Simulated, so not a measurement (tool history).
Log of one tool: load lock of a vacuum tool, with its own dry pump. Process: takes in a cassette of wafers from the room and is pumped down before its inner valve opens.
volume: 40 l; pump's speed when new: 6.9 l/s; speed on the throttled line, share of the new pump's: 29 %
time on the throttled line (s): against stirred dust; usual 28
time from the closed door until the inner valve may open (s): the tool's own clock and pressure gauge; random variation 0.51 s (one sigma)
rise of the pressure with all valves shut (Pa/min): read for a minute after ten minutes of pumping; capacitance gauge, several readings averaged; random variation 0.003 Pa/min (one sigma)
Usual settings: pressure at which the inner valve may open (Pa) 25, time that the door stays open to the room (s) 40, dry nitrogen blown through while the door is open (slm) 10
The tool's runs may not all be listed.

| run | hour | time on the throttled line (s) | pressure at which the inner valve may open (Pa) | time that the door stays open to the room (s) | dry nitrogen blown through while the door is open (slm) | incoming humidity of the room's air, % | time from the closed door until the inner valve may open (s) | rise of the pressure with all valves shut (Pa/min) |
|---|---|---|---|---|---|---|---|---|
| 1 | 0.0 | 28 | 25 | 40 | 10 | 42.9 | 69.9 | 0.211 |
| 2 | 264.4 | 28 | 25 | 70 | 10 | 45.0 | 69.9 | 0.242 |
| 3 | 434.8 | 28 | 25 | 143 | 10 | 44.1 | 70.8 | 0.267 |
| 4 | 759.5 | 28 | 25 | 143 | 10 | 47.4 | 71.4 | 0.293 |
| 5 | 1107.7 | 28 | 25 | 143 | 10 | 44.3 | 70.8 | 0.315 |
|  | 1166.5 | door's seal changed, seat wiped |
| 6 | 1335.1 | 28 | 25 | 143 | 7 | 44.7 | 70.5 | 0.061 |
| 7 | 1494.8 | 28 | 25 | 143 | 7 | 47.3 | 71.3 | 0.067 |
| 8 | 1668.1 | 28 | 25 | 143 | 7 | 46.1 | 71.3 | 0.069 |
| 9 | 1827.6 | 28 | 25 | 119 | 10 | 46.3 | 71.2 | 0.058 |
| 10 | 2027.6 | 28 | 25 | 119 | 10 | 49.4 | 71.6 | 0.067 |
| 11 | 2234.0 | 28 | 25 | 119 | 10 | 43.3 | 70.9 | 0.065 |
| 12 | 2472.4 | 28 | 25 | 119 | 10 | 47.9 | 72.5 | 0.074 |
| 13 | 2673.1 | 28 | 25 | 119 | 10 | 46.2 | 71.1 | 0.075 |
| 14 | 2992.8 | 28 | 25 | 119 | 10 | 45.8 | 72.7 | 0.093 |
| 15 | 3178.5 | 31 | 44 | 143 | 22 | 44.2 | 69.9 | 0.086 |
| 16 | 3515.8 | 22 | 27 | 203 | 22 | 45.7 | 67.3 | 0.110 |
| 17 | 3684.0 | 28 | 39 | 40 | 40 | 47.1 | 70.0 | 0.074 |
| 18 | 3983.5 | 28 | 28 | 40 | 9 | 44.0 | 72.1 | 0.098 |
| 19 | 4243.4 | 15 | 23 | 220 | 16 | 44.4 | 63.8 | 0.152 |
| 20 | 4450.4 | 47 | 25 | 69 | 10 | 43.9 | 85.5 | 0.130 |
| 21 | 4635.1 | 15 | 25 | 69 | 13 | 44.8 | 63.7 | 0.137 |
| 22 | 4903.0 | 34 | 21 | 115 | 10 | 44.3 | 78.7 | 0.175 |
| 23 | 5224.8 | 34 | 21 | 115 | 10 | 46.1 | 78.3 | 0.187 |
| 24 | 5539.7 | 34 | 21 | 115 | 10 | 46.3 | 79.0 | 0.208 |
| 25 | 5815.5 | 34 | 21 | 115 | 10 | 42.4 | 78.1 | 0.224 |
| 26 | 6101.2 | 34 | 21 | 115 | 10 | 44.5 | 78.7 | 0.244 |
| 27 | 6436.2 | 18 | 21 | 115 | 10 | 44.8 | 68.0 | 0.264 |

5 ways to go on from here, each from the tool as it stands after run 27. What would each give?
| A | 6595.9 | 55 | 25 | 176 | 22 | 47.6 | ? | ? |
| B | 6595.9 | 28 | 19 | 40 | 10 | 45.0 | ? | ? |
| C | 6595.9 | 25 | 48 | 58 | 10 | 43.2 | ? | ? |
| D | 6595.9 | 28 | 25 | 40 | 15 | 44.2 | ? | ? |
| E | 6595.9 | 34 | 21 | 37 | 30 | 48.5 | ? | ? |

| run | time from the closed door until the inner valve may open (s) | rise of the pressure with all valves shut (Pa/min) |
|---|---|---|
| A | 91.6 | 0.280 |
| B | 75.7 | 0.248 |
| C | 67.9 | 0.263 |
| D | 74.3 | 0.248 |
| E | 79.4 | 0.244 |
Without the tool's hidden state the same runs would have given:
| run | time from the closed door until the inner valve may open (s) | rise of the pressure with all valves shut (Pa/min) |
|---|---|---|
| A | 87.0 | 0.046 |
| B | 69.6 | 0.017 |
| C | 62.6 | 0.031 |
| D | 68.6 | 0.019 |
| E | 73.7 | 0.014 |
